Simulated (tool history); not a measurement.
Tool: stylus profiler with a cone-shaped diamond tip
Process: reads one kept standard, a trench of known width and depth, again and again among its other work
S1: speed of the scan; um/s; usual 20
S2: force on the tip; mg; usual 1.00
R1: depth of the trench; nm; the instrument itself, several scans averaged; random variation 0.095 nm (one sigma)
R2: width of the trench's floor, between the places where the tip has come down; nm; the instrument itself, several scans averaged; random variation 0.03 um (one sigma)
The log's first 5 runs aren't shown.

Run 6, hour 52.1: usual settings but S1 33 um/s, S2 0.46 mg. Result: R1 200.69 nm, R2 27210 nm.
Run 7, hour 61.9: usual settings but S1 33 um/s, S2 0.46 mg. Result: R1 200.76 nm, R2 27220 nm.
Run 8, hour 70.7: usual settings but S1 33 um/s, S2 0.46 mg. Result: R1 200.79 nm, R2 27180 nm.
Run 9, hour 79.1: usual settings. Result: R1 201.10 nm, R2 27420 nm.
Run 10, hour 88.1: usual settings but S2 0.41 mg. Result: R1 200.73 nm, R2 27340 nm.
Run 11, hour 99.6: usual settings but S2 0.41 mg. Result: R1 200.78 nm, R2 27280 nm.
Run 12, hour 109.3: usual settings but S2 0.41 mg. Result: R1 200.86 nm, R2 27340 nm.
At hour 110.7: height scale calibrated on a step standard.
Run 13, hour 119.6: usual settings but S2 0.41 mg. Result: R1 200.74 nm, R2 27300 nm.
Run 14, hour 135.2: usual settings but S2 0.41 mg. Result: R1 200.74 nm, R2 27300 nm.
Run 15, hour 152.3: usual settings but S2 2.56 mg. Result: R1 201.79 nm, R2 27490 nm.
Run 16, hour 164.3: usual settings but S1 15 um/s, S2 0.77 mg. Result: R1 201.06 nm, R2 27400 nm.
Run 17, hour 174.7: usual settings but S1 48 um/s, S2 0.67 mg. Result: R1 201.07 nm, R2 27040 nm.
Run 18, hour 187.3: usual settings but S1 48 um/s, S2 0.67 mg. Result: R1 201.05 nm, R2 27040 nm.
Run 19, hour 196.7: usual settings but S1 34 um/s. Result: R1 201.09 nm, R2 27210 nm.
At hour 198.7: height scale calibrated on a step standard, once more.
Run 20, hour 211.5: usual settings but S1 60 um/s, S2 1.68 mg. Result: R1 201.09 nm, R2 27120 nm.
Run 21, hour 228.4: usual settings but S1 60 um/s, S2 1.68 mg. Result: R1 201.19 nm, R2 27090 nm.
Run 22, hour 240.0: usual settings but S1 60 um/s, S2 1.68 mg. Result: R1 201.16 nm, R2 27140 nm.
Run 23, hour 257.0: usual settings but S1 16 um/s. Result: R1 200.77 nm, R2 27330 nm.
Run 24, hour 273.6: usual settings but S1 7 um/s, S2 0.70 mg. Result: R1 200.68 nm, R2 27400 nm.
Run 25, hour 290.5: usual settings but S1 40 um/s, S2 1.22 mg. Result: R1 200.87 nm, R2 27160 nm.
Run 26, hour 302.3: usual settings but S1 11 um/s, S2 0.71 mg. Result: R1 200.53 nm, R2 27390 nm.
Run 27, hour 310.3: usual settings but S1 18 um/s, S2 2.05 mg. Result: R1 201.18 nm, R2 27390 nm.
Run 28, hour 322.4: usual settings but S1 18 um/s, S2 2.05 mg. Result: R1 201.21 nm, R2 27290 nm.
Run 29, hour 329.5: usual settings but S1 79 um/s, S2 0.45 mg. Result: R1 200.49 nm, R2 26390 nm.
Run 30, hour 344.5: usual settings but S1 79 um/s, S2 0.45 mg. Result: R1 200.38 nm, R2 26390 nm.

3 ways to go on from here, each from the tool as it stands after run 30. What would each give?
Run A, hour 358.7: usual settings but S1 13 um/s, S2 0.45 mg. Result: R1 ?, R2 ?.
Run B, hour 358.7: usual settings but S1 11 um/s. Result: R1 ?, R2 ?.
Run C, hour 358.7: usual settings but S1 7 um/s, S2 0.45 mg. Result: R1 ?, R2 ?.

run      R1     R2
  A  200.28  27280
  B  200.74  27340
  C  200.30  27370
Without the tool's hidden state the same runs would have given:
run      R1     R2
  A  200.25  28070
  B  200.71  28140
  C  200.27  28160
